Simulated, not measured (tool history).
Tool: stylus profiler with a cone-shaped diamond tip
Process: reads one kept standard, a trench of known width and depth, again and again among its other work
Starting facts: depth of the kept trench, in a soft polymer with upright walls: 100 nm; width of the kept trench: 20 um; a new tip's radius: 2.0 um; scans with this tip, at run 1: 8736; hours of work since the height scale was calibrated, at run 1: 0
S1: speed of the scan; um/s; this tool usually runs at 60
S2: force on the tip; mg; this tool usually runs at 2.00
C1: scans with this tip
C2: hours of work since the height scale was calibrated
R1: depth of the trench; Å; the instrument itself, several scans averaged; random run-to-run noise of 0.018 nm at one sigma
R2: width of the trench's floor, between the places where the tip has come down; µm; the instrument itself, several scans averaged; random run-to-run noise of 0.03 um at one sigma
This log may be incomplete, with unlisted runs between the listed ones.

| run | hour | S1 | S2 | C1 | C2 | R1 | R2 |
|---|---|---|---|---|---|---|---|
| 1 | 0.0 | 60 | 2.00 | 8736 | 0 | 1014.5 | 18.24 |
| 2 | 104.1 | 20 | 2.00 | 9405 | 79 | 1014.6 | 18.25 |
| 3 | 182.2 | 20 | 2.00 | 9906 | 138 | 1014.5 | 18.26 |
| 4 | 287.6 | 20 | 2.00 | 10583 | 218 | 1014.7 | 18.22 |
| 5 | 398.2 | 20 | 2.00 | 11294 | 302 | 1015.1 | 18.26 |
| 6 | 515.3 | 20 | 2.00 | 12045 | 391 | 1014.6 | 18.22 |
| 7 | 588.9 | 62 | 3.29 | 12518 | 447 | 1021.0 | 18.12 |
| 8 | 706.2 | 91 | 0.90 | 13272 | 536 | 1009.5 | 17.85 |
| 9 | 796.0 | 60 | 2.37 | 13849 | 604 | 1017.0 | 18.01 |
|  | 834.4 | new tip fitted, height scale calibrated |
| 10 | 922.7 | 23 | 0.97 | 567 | 67 | 1009.0 | 18.68 |
| 11 | 1014.8 | 94 | 1.09 | 1159 | 137 | 1010.1 | 18.38 |
| 12 | 1110.0 | 23 | 1.42 | 1771 | 209 | 1011.5 | 18.64 |

Branching from run 12: 4 alternative next runs. What would each branch give?
| A | 1227.0 | 139 | 2.86 | 2522 | 298 | ? | ? |
| B | 1227.0 | 103 | 1.42 | 2522 | 298 | ? | ? |
| C | 1227.0 | 188 | 2.71 | 2522 | 298 | ? | ? |
| D | 1227.0 | 74 | 4.77 | 2522 | 298 | ? | ? |

| run | R1 | R2 |
|---|---|---|
| A | 1018.6 | 18.39 |
| B | 1012.0 | 18.34 |
| C | 1017.8 | 18.29 |
| D | 1026.1 | 18.50 |
Without the tool's hidden state the same runs would have given:
| run | R1 | R2 |
|---|---|---|
| A | 1018.1 | 18.50 |
| B | 1011.5 | 18.44 |
| C | 1017.3 | 18.39 |
| D | 1025.6 | 18.60 |

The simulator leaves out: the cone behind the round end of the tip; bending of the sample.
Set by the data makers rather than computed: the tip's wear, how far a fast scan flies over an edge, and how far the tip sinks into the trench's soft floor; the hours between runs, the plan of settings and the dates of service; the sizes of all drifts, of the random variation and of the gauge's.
